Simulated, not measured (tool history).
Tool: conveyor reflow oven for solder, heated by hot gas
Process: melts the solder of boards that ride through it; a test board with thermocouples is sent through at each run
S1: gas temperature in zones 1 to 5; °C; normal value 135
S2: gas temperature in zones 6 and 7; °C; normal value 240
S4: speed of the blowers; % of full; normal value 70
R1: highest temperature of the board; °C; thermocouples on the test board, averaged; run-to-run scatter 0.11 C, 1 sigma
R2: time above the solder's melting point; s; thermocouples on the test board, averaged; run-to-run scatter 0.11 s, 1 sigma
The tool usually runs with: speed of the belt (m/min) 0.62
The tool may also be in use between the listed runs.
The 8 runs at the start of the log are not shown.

{"run": 9, "day": 9.146, "S1": 135, "S2": 240, "speed of the belt (m/min)": 0.62, "S4": 70, "R1": 219.8, "R2": 58.7}
{"run": 10, "day": 10.896, "S1": 135, "S2": 240, "speed of the belt (m/min)": 0.62, "S4": 70, "R1": 219.7, "R2": 58.7}
{"run": 11, "day": 12.542, "S1": 135, "S2": 240, "speed of the belt (m/min)": 0.62, "S4": 70, "R1": 219.7, "R2": 58.6}
{"run": 12, "day": 13.733, "S1": 135, "S2": 240, "speed of the belt (m/min)": 0.62, "S4": 70, "R1": 219.5, "R2": 58.5}
{"day": 14.95, "done": "flux residue cleaned out of gas plates and filters"}
{"run": 13, "day": 15.138, "S1": 135, "S2": 240, "speed of the belt (m/min)": 0.62, "S4": 79, "R1": 222.9, "R2": 61.5}
{"run": 14, "day": 16.408, "S1": 135, "S2": 240, "speed of the belt (m/min)": 0.62, "S4": 70, "R1": 220.6, "R2": 59.5}
{"run": 15, "day": 17.85, "S1": 135, "S2": 235, "speed of the belt (m/min)": 0.62, "S4": 70, "R1": 216.2, "R2": 55.7}
{"run": 16, "day": 19.275, "S1": 135, "S2": 235, "speed of the belt (m/min)": 0.62, "S4": 70, "R1": 216.1, "R2": 55.8}
{"run": 17, "day": 20.717, "S1": 135, "S2": 235, "speed of the belt (m/min)": 0.62, "S4": 70, "R1": 216, "R2": 55.7}
{"run": 18, "day": 21.471, "S1": 142, "S2": 240, "speed of the belt (m/min)": 0.507, "S4": 70, "R1": 228.1, "R2": 82.5}
{"run": 19, "day": 23.2, "S1": 130, "S2": 238, "speed of the belt (m/min)": 0.507, "S4": 70, "R1": 224.4, "R2": 75.1}
{"run": 20, "day": 24.096, "S1": 130, "S2": 238, "speed of the belt (m/min)": 0.507, "S4": 70, "R1": 224.4, "R2": 74.9}
{"run": 21, "day": 24.825, "S1": 135, "S2": 239, "speed of the belt (m/min)": 0.571, "S4": 67, "R1": 221.2, "R2": 65.2}
{"day": 26.312, "done": "flux residue cleaned out of gas plates and filters"}
{"run": 22, "day": 26.442, "S1": 132, "S2": 242, "speed of the belt (m/min)": 0.62, "S4": 51, "R1": 214.8, "R2": 52.6}
{"run": 23, "day": 27.225, "S1": 131, "S2": 242, "speed of the belt (m/min)": 0.631, "S4": 51, "R1": 213.6, "R2": 50.3}
{"run": 24, "day": 28.542, "S1": 129, "S2": 243, "speed of the belt (m/min)": 0.577, "S4": 69, "R1": 224.7, "R2": 65.2}
{"run": 25, "day": 29.842, "S1": 139, "S2": 247, "speed of the belt (m/min)": 0.62, "S4": 85, "R1": 231.3, "R2": 68}
{"run": 26, "day": 30.804, "S1": 139, "S2": 229, "speed of the belt (m/min)": 0.59, "S4": 63, "R1": 211.8, "R2": 56.1}
{"run": 27, "day": 31.546, "S1": 139, "S2": 229, "speed of the belt (m/min)": 0.59, "S4": 63, "R1": 211.8, "R2": 56.5}
{"run": 28, "day": 32.954, "S1": 139, "S2": 230, "speed of the belt (m/min)": 0.59, "S4": 63, "R1": 212.5, "R2": 56.9}
{"run": 29, "day": 33.783, "S1": 129, "S2": 235, "speed of the belt (m/min)": 0.62, "S4": 70, "R1": 215.2, "R2": 53}
{"run": 30, "day": 34.946, "S1": 129, "S2": 235, "speed of the belt (m/min)": 0.681, "S4": 70, "R1": 211.2, "R2": 44.4}
{"run": 31, "day": 36.129, "S1": 147, "S2": 255, "speed of the belt (m/min)": 0.623, "S4": 54, "R1": 229.8, "R2": 69.6}

3 ways to go on from here, each from the tool as it stands after run 31. What would each give?
{"run": "A", "day": 37.371, "S1": 132, "S2": 255, "speed of the belt (m/min)": 0.623, "S4": 54, "R1": "?", "R2": "?"}
{"run": "B", "day": 37.371, "S1": 147, "S2": 255, "speed of the belt (m/min)": 0.623, "S4": 57, "R1": "?", "R2": "?"}
{"run": "C", "day": 37.371, "S1": 135, "S2": 240, "speed of the belt (m/min)": 0.543, "S4": 84, "R1": "?", "R2": "?"}

run=A R1=226 R2=61.8
run=B R1=231 R2=70.4
run=C R1=228.1 R2=74.6
Take away the tool's hidden state, keep each run's random variation, and the runs would have read:
run=A R1=225.4 R2=60.8
run=B R1=230.4 R2=69.3
run=C R1=227.5 R2=73.6
